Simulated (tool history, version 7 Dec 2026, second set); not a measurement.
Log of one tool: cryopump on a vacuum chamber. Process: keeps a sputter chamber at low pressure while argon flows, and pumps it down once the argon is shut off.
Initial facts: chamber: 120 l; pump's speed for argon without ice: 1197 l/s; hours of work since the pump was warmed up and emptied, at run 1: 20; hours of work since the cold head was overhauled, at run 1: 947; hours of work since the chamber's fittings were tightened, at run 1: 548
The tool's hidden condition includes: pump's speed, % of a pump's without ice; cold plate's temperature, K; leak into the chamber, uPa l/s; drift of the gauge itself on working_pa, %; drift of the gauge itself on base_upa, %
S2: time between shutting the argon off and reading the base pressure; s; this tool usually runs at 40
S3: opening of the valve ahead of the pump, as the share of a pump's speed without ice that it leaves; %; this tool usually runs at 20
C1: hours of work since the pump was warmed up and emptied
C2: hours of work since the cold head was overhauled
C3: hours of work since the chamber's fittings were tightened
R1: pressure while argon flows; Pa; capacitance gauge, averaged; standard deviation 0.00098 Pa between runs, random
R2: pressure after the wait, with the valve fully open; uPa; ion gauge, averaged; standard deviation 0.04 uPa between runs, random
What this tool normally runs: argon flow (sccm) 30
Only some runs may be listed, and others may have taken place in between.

run 1 hour=0.0 | argon_flow_(sccm)=30 S2=40 S3=20 | C1=20 C2=947 C3=548 | R1=0.2130 R2=2.52
run 2 hour=46.4 | argon_flow_(sccm)=16 S2=40 S3=20 | C1=54 C2=981 C3=581 | R1=0.1130 R2=2.54
run 3 hour=92.4 | argon_flow_(sccm)=16 S2=40 S3=20 | C1=87 C2=1014 C3=614 | R1=0.1148 R2=2.58
run 4 hour=136.8 | argon_flow_(sccm)=16 S2=40 S3=20 | C1=119 C2=1046 C3=646 | R1=0.1147 R2=2.66
run 5 hour=185.0 | argon_flow_(sccm)=16 S2=40 S3=25 | C1=153 C2=1080 C3=681 | R1=0.0908 R2=2.57
run 6 hour=227.2 | argon_flow_(sccm)=16 S2=40 S3=25 | C1=184 C2=1111 C3=711 | R1=0.0924 R2=2.57
run 7 hour=263.8 | argon_flow_(sccm)=14 S2=49 S3=45 | C1=210 C2=1137 C3=738 | R1=0.0450 R2=2.22
run 8 hour=296.2 | argon_flow_(sccm)=14 S2=49 S3=45 | C1=233 C2=1160 C3=761 | R1=0.0461 R2=2.32
run 9 hour=331.3 | argon_flow_(sccm)=25 S2=49 S3=45 | C1=258 C2=1185 C3=786 | R1=0.0834 R2=2.32
run 10 hour=353.9 | argon_flow_(sccm)=25 S2=49 S3=45 | C1=275 C2=1202 C3=803 | R1=0.0836 R2=2.30
run 11 hour=401.4 | argon_flow_(sccm)=25 S2=49 S3=45 | C1=309 C2=1236 C3=837 | R1=0.0828 R2=2.30

Consider 5 possible next runs. They are alternatives, not a sequence: every one starts from the tool as it was left by run 11. What does each give?
run A hour=447.8 | argon_flow_(sccm)=55 S2=37 S3=30 | C1=342 C2=1269 C3=870 | R1=? R2=?
run B hour=447.8 | argon_flow_(sccm)=60 S2=34 S3=20 | C1=342 C2=1269 C3=870 | R1=? R2=?
run C hour=447.8 | argon_flow_(sccm)=24 S2=27 S3=41 | C1=342 C2=1269 C3=870 | R1=? R2=?
run D hour=447.8 | argon_flow_(sccm)=25 S2=49 S3=39 | C1=342 C2=1269 C3=870 | R1=? R2=?
run E hour=447.8 | argon_flow_(sccm)=34 S2=30 S3=22 | C1=342 C2=1269 C3=870 | R1=? R2=?

run=A R1=0.2694 R2=2.87
run=B R1=0.4361 R2=3.09
run=C R1=0.0866 R2=3.69
run=D R1=0.0961 R2=2.34
run=E R1=0.2244 R2=3.44
The same runs, with their run-to-run variation unchanged, on a tool lacking any hidden condition would have given:
run=A R1=0.2588 R2=2.43
run=B R1=0.4245 R2=2.64
run=C R1=0.0820 R2=3.25
run=D R1=0.0913 R2=1.91
run=E R1=0.2179 R2=3.00

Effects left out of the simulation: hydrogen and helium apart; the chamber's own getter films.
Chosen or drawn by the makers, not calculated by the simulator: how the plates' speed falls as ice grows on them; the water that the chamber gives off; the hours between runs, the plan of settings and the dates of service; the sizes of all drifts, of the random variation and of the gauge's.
